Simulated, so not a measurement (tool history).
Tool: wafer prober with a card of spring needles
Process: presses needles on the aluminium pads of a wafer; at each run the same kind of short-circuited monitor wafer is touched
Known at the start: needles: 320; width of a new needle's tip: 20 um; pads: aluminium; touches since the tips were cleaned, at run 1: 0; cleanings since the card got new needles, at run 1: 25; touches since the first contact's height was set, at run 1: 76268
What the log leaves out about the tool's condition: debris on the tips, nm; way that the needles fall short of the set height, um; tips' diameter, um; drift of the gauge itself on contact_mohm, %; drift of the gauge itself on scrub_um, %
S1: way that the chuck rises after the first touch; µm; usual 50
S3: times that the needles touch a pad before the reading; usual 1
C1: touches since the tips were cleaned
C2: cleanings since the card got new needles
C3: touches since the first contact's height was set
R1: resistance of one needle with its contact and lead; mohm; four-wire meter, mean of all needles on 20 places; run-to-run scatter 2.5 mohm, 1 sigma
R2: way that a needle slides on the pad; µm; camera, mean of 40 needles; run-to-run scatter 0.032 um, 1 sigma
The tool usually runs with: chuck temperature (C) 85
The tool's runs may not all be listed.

Run 1, hour 0.0: usual settings; C1 0; C2 25; C3 76268. Result: R1 293 mohm, R2 7.06 µm.
At hour 25.5: tips cleaned on abrasive film.
Run 2, hour 42.2: usual settings; C1 6782; C2 26; C3 93295. Result: R1 291 mohm, R2 7.04 µm.
At hour 49.3: tips cleaned on abrasive film.
At hour 71.7: tips cleaned on abrasive film.
Run 3, hour 77.7: usual settings; C1 2427; C2 28; C3 107532. Result: R1 286 mohm, R2 7.06 µm.
At hour 94.1: tips cleaned on abrasive film.
Run 4, hour 104.8: usual settings; C1 4333; C2 29; C3 118449. Result: R1 295 mohm, R2 7.07 µm.
At hour 118.0: tips cleaned on abrasive film.
Run 5, hour 139.2: usual settings but S1 65 µm; C1 8593; C2 30; C3 132316. Result: R1 287 mohm, R2 9.21 µm.
At hour 143.9: tips cleaned on abrasive film.
At hour 167.6: tips cleaned on abrasive film.
Run 6, hour 168.8: usual settings but S1 65 µm; C1 489; C2 32; C3 144174. Result: R1 284 mohm, R2 9.11 µm.
At hour 193.5: tips cleaned on abrasive film.
At hour 217.1: tips cleaned on abrasive film.
Run 7, hour 217.1: usual settings but S1 48 µm; C1 0; C2 34; C3 163634. Result: R1 291 mohm, R2 6.83 µm.
At hour 242.7: tips cleaned on abrasive film.
Run 8, hour 259.5: usual settings but S1 47 µm; C1 6814; C2 35; C3 180722. Result: R1 290 mohm, R2 6.71 µm.
At hour 266.5: tips cleaned on abrasive film.
At hour 289.9: tips cleaned on abrasive film.
At hour 298.9: height of the first contact set anew.
Run 9, hour 301.8: usual settings but S1 47 µm; C1 4684; C2 37; C3 1184. Result: R1 290 mohm, R2 6.67 µm.
At hour 312.8: tips cleaned on abrasive film.
At hour 337.7: tips cleaned on abrasive film.
Run 10, hour 339.2: usual settings but chuck temperature (C) 103; C1 575; C2 39; C3 16209. Result: R1 295 mohm, R2 7.04 µm.
At hour 362.6: tips cleaned on abrasive film.
Run 11, hour 366.7: usual settings but chuck temperature (C) 103; C1 1667; C2 40; C3 27286. Result: R1 299 mohm, R2 7.04 µm.
At hour 389.3: tips cleaned on abrasive film.
Run 12, hour 403.7: usual settings but chuck temperature (C) 103; C1 5836; C2 41; C3 42208. Result: R1 294 mohm, R2 7.05 µm.
At hour 414.7: tips cleaned on abrasive film.
At hour 440.2: tips cleaned on abrasive film.
Run 13, hour 448.0: usual settings but chuck temperature (C) 103; C1 3185; C2 43; C3 60037. Result: R1 294 mohm, R2 7.09 µm.
At hour 463.3: tips cleaned on abrasive film.
At hour 488.7: tips cleaned on abrasive film.
Run 14, hour 496.5: usual settings but chuck temperature (C) 103; C1 3143; C2 45; C3 79512. Result: R1 297 mohm, R2 7.01 µm.
At hour 511.8: tips cleaned on abrasive film.
Run 15, hour 526.6: usual settings but chuck temperature (C) 103; C1 5985; C2 46; C3 91655. Result: R1 289 mohm, R2 7.06 µm.
At hour 538.1: tips cleaned on abrasive film.
At hour 561.1: tips cleaned on abrasive film.
Run 16, hour 571.1: usual settings but chuck temperature (C) 103; C1 4006; C2 48; C3 109534. Result: R1 301 mohm, R2 7.05 µm.
At hour 585.5: tips cleaned on abrasive film.
Run 17, hour 595.6: usual settings but S1 32 µm, chuck temperature (C) 60, S3 2; C1 4087; C2 49; C3 119402. Result: R1 290 mohm, R2 4.53 µm.
At hour 612.6: tips cleaned on abrasive film.
At hour 635.8: tips cleaned on abrasive film.
Run 18, hour 645.0: usual settings but chuck temperature (C) 33, S3 2; C1 3729; C2 51; C3 139296. Result: R1 277 mohm, R2 7.09 µm.
At hour 661.3: tips cleaned on abrasive film.
Run 19, hour 667.8: usual settings but chuck temperature (C) 33, S3 2; C1 2655; C2 52; C3 148478. Result: R1 273 mohm, R2 7.04 µm.
At hour 685.2: tips cleaned on abrasive film.
Run 20, hour 696.6: usual settings but S1 49 µm, chuck temperature (C) 44; C1 4601; C2 53; C3 160050. Result: R1 281 mohm, R2 6.94 µm.
At hour 709.7: tips cleaned on abrasive film.
Run 21, hour 726.0: usual settings but S1 58 µm, chuck temperature (C) 90, S3 2; C1 6623; C2 54; C3 171912. Result: R1 288 mohm, R2 8.24 µm.
At hour 733.7: tips cleaned on abrasive film.
Run 22, hour 752.7: usual settings but S1 53 µm; C1 7653; C2 55; C3 182633. Result: R1 291 mohm, R2 7.56 µm.
At hour 757.1: tips cleaned on abrasive film.
At hour 779.9: tips cleaned on abrasive film.
At hour 786.9: height of the first contact set anew.
Run 23, hour 786.9: usual settings but S1 58 µm; C1 2708; C2 57; C3 0. Result: R1 290 mohm, R2 8.17 µm.
At hour 804.2: tips cleaned on abrasive film.
Run 24, hour 815.3: usual settings but S1 58 µm; C1 4463; C2 58; C3 11413. Result: R1 290 mohm, R2 8.18 µm.
At hour 828.0: tips cleaned on abrasive film.
At hour 852.1: tips cleaned on abrasive film.
Run 25, hour 852.2: usual settings but S1 41 µm, S3 2; C1 13; C2 60; C3 26245. Result: R1 292 mohm, R2 5.77 µm.
At hour 877.7: tips cleaned on abrasive film.
Run 26, hour 896.8: usual settings but S1 58 µm, chuck temperature (C) 59, S3 3; C1 7702; C2 61; C3 44227. Result: R1 281 mohm, R2 8.21 µm.
At hour 901.5: tips cleaned on abrasive film.
At hour 923.8: tips cleaned on abrasive film.
Run 27, hour 932.1: usual settings but S1 32 µm, chuck temperature (C) 36, S3 3; C1 3332; C2 63; C3 58405. Result: R1 278 mohm, R2 4.50 µm.
At hour 947.3: tips cleaned on abrasive film.
At hour 970.2: tips cleaned on abrasive film.
Run 28, hour 986.6: usual settings but S1 32 µm, chuck temperature (C) 36, S3 3; C1 6643; C2 65; C3 80364. Result: R1 282 mohm, R2 4.57 µm.
At hour 993.4: tips cleaned on abrasive film.
At hour 1017.2: tips cleaned on abrasive film.
Run 29, hour 1038.2: usual settings but S1 67 µm; C1 8492; C2 67; C3 101143. Result: R1 283 mohm, R2 9.47 µm.
At hour 1041.1: tips cleaned on abrasive film.
At hour 1066.6: tips cleaned on abrasive film.
Run 30, hour 1084.6: usual settings but S1 67 µm; C1 7296; C2 69; C3 119801. Result: R1 288 mohm, R2 9.52 µm.

3 ways to go on from here, each from the tool as it stands after run 30. What would each give?
At hour 1091.1: tips cleaned on abrasive film.
Run A, hour 1108.9: usual settings but S1 67 µm, chuck temperature (C) 46; C1 7198; C2 70; C3 129579. Result: R1 ?, R2 ?.
At hour 1091.1: tips cleaned on abrasive film.
Run B, hour 1108.9: usual settings but S1 36 µm, chuck temperature (C) 49; C1 7198; C2 70; C3 129579. Result: R1 ?, R2 ?.
At hour 1091.1: tips cleaned on abrasive film.
Run C, hour 1108.9: usual settings but S1 67 µm, chuck temperature (C) 30; C1 7198; C2 70; C3 129579. Result: R1 ?, R2 ?.

run   R1    R2
  A  278  9.44
  B  280  5.10
  C  271  9.43
With the hidden condition removed and each run's random variation left untouched, the same runs would have given:
run   R1    R2
  A  277  9.44
  B  279  5.10
  C  270  9.44

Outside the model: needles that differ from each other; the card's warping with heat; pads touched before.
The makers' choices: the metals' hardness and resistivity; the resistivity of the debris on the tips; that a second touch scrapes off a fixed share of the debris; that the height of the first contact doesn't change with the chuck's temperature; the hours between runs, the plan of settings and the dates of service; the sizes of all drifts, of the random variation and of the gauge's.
